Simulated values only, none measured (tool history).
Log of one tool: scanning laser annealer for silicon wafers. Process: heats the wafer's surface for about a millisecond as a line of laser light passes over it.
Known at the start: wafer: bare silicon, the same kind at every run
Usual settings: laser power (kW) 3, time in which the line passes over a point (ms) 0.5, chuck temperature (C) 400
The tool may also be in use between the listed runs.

run   hour  laser power (kW)  time in which the line passes over a point (ms)  chuck temperature (C)  highest temperature of the surface (C)
  1      0                 3                                              0.5                    400                                    1216
  2   53.5                 3                                              0.5                    388                                    1206
       118  -- window over the wafer cleaned
  3  132.4                 3                                              0.5                    388                                    1225
     141.8  -- optics aligned, line set to its width
  4  192.3                 3                                              0.5                    400                                    1231
  5  248.4                 3                                              0.5                    400                                    1227
     284.4  -- optics aligned, line set to its width, once more
  6  291.6                 3                                              0.5                    400                                    1243
  7  359.8             2.822                                            0.382                    400                                    1081
  8  421.6             2.946                                            0.603                    385                                    1287
  9    495             2.946                                            0.603                    385                                    1285

The next listed run, before its measurement:
 10  544.3             2.946                                            0.465                    385                                       ?

{"run 10": {"highest temperature of the surface (C)": 1176}}
Without the tool's hidden state the same run would have given highest temperature of the surface (C) 1183.

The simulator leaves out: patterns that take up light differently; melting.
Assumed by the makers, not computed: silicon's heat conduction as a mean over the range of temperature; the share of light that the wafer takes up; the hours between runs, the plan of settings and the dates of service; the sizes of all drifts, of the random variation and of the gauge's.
